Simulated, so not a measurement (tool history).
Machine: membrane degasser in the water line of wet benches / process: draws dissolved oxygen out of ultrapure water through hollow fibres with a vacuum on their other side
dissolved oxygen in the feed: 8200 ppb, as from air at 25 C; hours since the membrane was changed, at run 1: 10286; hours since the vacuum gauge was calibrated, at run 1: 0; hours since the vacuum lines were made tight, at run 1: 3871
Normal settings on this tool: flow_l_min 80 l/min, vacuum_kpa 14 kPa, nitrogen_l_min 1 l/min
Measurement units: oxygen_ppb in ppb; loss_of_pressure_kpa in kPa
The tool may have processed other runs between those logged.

run,hour,flow_l_min,vacuum_kpa,nitrogen_l_min,hours since the membrane was changed,hours since the vacuum gauge was calibrated,hours since the vacuum lines were made tight,oxygen_ppb,loss_of_pressure_kpa
1,0,80,14,1,10286,0,3871,1534.3,46.96
2,265.5,80,14,1,10552,266,4137,1531.5,46.99
3,458.9,80,14,1,10745,459,4330,1542.5,47.3
4,676.7,80,14,1,10963,677,4548,1535.9,47.62
5,828.7,80,14,1,11115,829,4700,1533.8,47.22
6,1119.4,80,14,1,11406,1119,4990,1555,47.78
7,1255.5,80,14,1,11542,1256,5127,1543.9,47.39
8,1409,80,14,1,11695,1409,5280,1543.1,47.74
# hour 1554.8: seals of the vacuum lines changed
9,1646.2,80,13,1,11930,1644,91,1445.7,47.83
10,1931.4,77,13,1,12216,1929,377,1420.3,46.26
11,2072.2,80,14,1.03,12356,2070,517,1530.1,48.15
12,2366.3,80,14,1.03,12650,2364,811,1536.3,48.26
# hour 2382.1: vacuum gauge calibrated
13,2577.1,80,14,1.03,12861,195,1022,1551.9,47.95
14,2727.3,124,11.9,2.04,13011,345,1172,1594.2,75.09
15,2849.7,124,11.9,2.04,13133,468,1294,1586.1,75.55
16,3028.2,124,11.9,2.04,13312,646,1473,1602.5,75.23
17,3275.7,60,24.5,2.04,13559,894,1720,1305.8,36.56
18,3493.2,50,14,0.84,13777,1111,1938,1144.1,30.53
19,3768,80,32.5,2.68,14052,1386,2213,1814.2,48.88
# hour 3811.5: vacuum gauge calibrated, once more
20,3971.7,75,9.3,1,14255,160,2416,1015.7,45.97
21,4219.8,75,9.3,1,14503,408,2664,1015.6,45.97
22,4423.9,57,9.3,1,14707,612,2868,750.9,34.98
23,4583.5,48,26.9,1.01,14867,772,3028,1876.1,29.34
24,4764.4,79,26.9,1.13,15048,953,3209,2485.3,48.71

Below are 3 alternative next runs, each starting from the tool's condition after run 24. Predict each:
A,4978.7,52,24.1,1,15262,1167,3423,?,?
B,4978.7,114,21.2,1.72,15262,1167,3423,?,?
C,4978.7,52,11.7,0.52,15262,1167,3423,?,?

run,oxygen_ppb,loss_of_pressure_kpa
A,1782.6,32.17
B,2307.9,70.37
C,1282.3,31.86
With no hidden state in the tool, these same runs would have given:
run,oxygen_ppb,loss_of_pressure_kpa
A,1742.9,28.11
B,2155.9,61.46
C,1242.1,27.78
